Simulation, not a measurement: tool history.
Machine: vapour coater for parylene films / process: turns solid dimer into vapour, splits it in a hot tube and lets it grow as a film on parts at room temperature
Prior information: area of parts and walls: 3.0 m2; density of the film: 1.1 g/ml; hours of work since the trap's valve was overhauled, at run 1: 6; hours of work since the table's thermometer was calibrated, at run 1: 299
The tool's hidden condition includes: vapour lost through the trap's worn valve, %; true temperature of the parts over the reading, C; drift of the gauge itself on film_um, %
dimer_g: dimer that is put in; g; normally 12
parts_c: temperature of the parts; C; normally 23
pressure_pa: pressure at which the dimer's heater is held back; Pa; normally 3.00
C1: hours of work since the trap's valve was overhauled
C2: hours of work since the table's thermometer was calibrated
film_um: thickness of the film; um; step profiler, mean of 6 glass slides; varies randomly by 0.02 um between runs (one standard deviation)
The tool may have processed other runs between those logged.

run 1 hour=0.0 | dimer_g=12 parts_c=23 pressure_pa=3.00 | C1=6 C2=299 | film_um=2.35
run 2 hour=20.6 | dimer_g=12 parts_c=23 pressure_pa=3.00 | C1=17 C2=309 | film_um=2.32
run 3 hour=37.4 | dimer_g=12 parts_c=17 pressure_pa=3.00 | C1=25 C2=317 | film_um=2.70
run 4 hour=65.1 | dimer_g=12 parts_c=17 pressure_pa=3.00 | C1=39 C2=331 | film_um=2.69
run 5 hour=83.0 | dimer_g=12 parts_c=17 pressure_pa=3.00 | C1=48 C2=340 | film_um=2.70
run 6 hour=111.7 | dimer_g=12 parts_c=25 pressure_pa=3.00 | C1=62 C2=354 | film_um=2.22
run 7 hour=127.7 | dimer_g=12 parts_c=25 pressure_pa=3.00 | C1=70 C2=362 | film_um=2.24
run 8 hour=155.8 | dimer_g=12 parts_c=25 pressure_pa=3.00 | C1=84 C2=376 | film_um=2.22
run 9 hour=186.6 | dimer_g=12 parts_c=25 pressure_pa=3.00 | C1=99 C2=392 | film_um=2.18
run 10 hour=210.6 | dimer_g=12 parts_c=23 pressure_pa=9.55 | C1=111 C2=404 | film_um=2.09
run 11 hour=233.6 | dimer_g=12 parts_c=23 pressure_pa=9.55 | C1=123 C2=415 | film_um=2.07
run 12 hour=256.6 | dimer_g=12 parts_c=23 pressure_pa=3.00 | C1=134 C2=427 | film_um=2.27
run 13 hour=290.0 | dimer_g=9 parts_c=21 pressure_pa=8.75 | C1=151 C2=443 | film_um=1.63
run 14 hour=316.9 | dimer_g=11 parts_c=17 pressure_pa=3.00 | C1=164 C2=457 | film_um=2.44
run 15 hour=333.6 | dimer_g=8 parts_c=21 pressure_pa=4.20 | C1=173 C2=465 | film_um=1.54
run 16 hour=362.5 | dimer_g=8 parts_c=16 pressure_pa=2.58 | C1=187 C2=479 | film_um=1.83
run 17 hour=382.1 | dimer_g=10 parts_c=16 pressure_pa=6.92 | C1=197 C2=489 | film_um=2.05
run 18 hour=397.6 | dimer_g=10 parts_c=16 pressure_pa=6.92 | C1=205 C2=497 | film_um=2.07
run 19 hour=424.6 | dimer_g=9 parts_c=23 pressure_pa=8.48 | C1=218 C2=510 | film_um=1.53
run 20 hour=448.4 | dimer_g=19 parts_c=23 pressure_pa=8.48 | C1=230 C2=522 | film_um=3.22
run 21 hour=467.1 | dimer_g=8 parts_c=15 pressure_pa=8.07 | C1=239 C2=532 | film_um=1.63
run 22 hour=482.8 | dimer_g=8 parts_c=15 pressure_pa=8.07 | C1=247 C2=539 | film_um=1.67
run 23 hour=516.5 | dimer_g=9 parts_c=26 pressure_pa=5.50 | C1=264 C2=556 | film_um=1.46

Each run again, without the hidden state but with its own random variation kept:
run=1 film_um=2.39
run=2 film_um=2.36
run=3 film_um=2.75
run=4 film_um=2.74
run=5 film_um=2.76
run=6 film_um=2.27
run=7 film_um=2.30
run=8 film_um=2.28
run=9 film_um=2.25
run=10 film_um=2.16
run=11 film_um=2.15
run=12 film_um=2.36
run=13 film_um=1.70
run=14 film_um=2.55
run=15 film_um=1.61
run=16 film_um=1.92
run=17 film_um=2.16
run=18 film_um=2.18
run=19 film_um=1.61
run=20 film_um=3.42
run=21 film_um=1.74
run=22 film_um=1.77
run=23 film_um=1.56
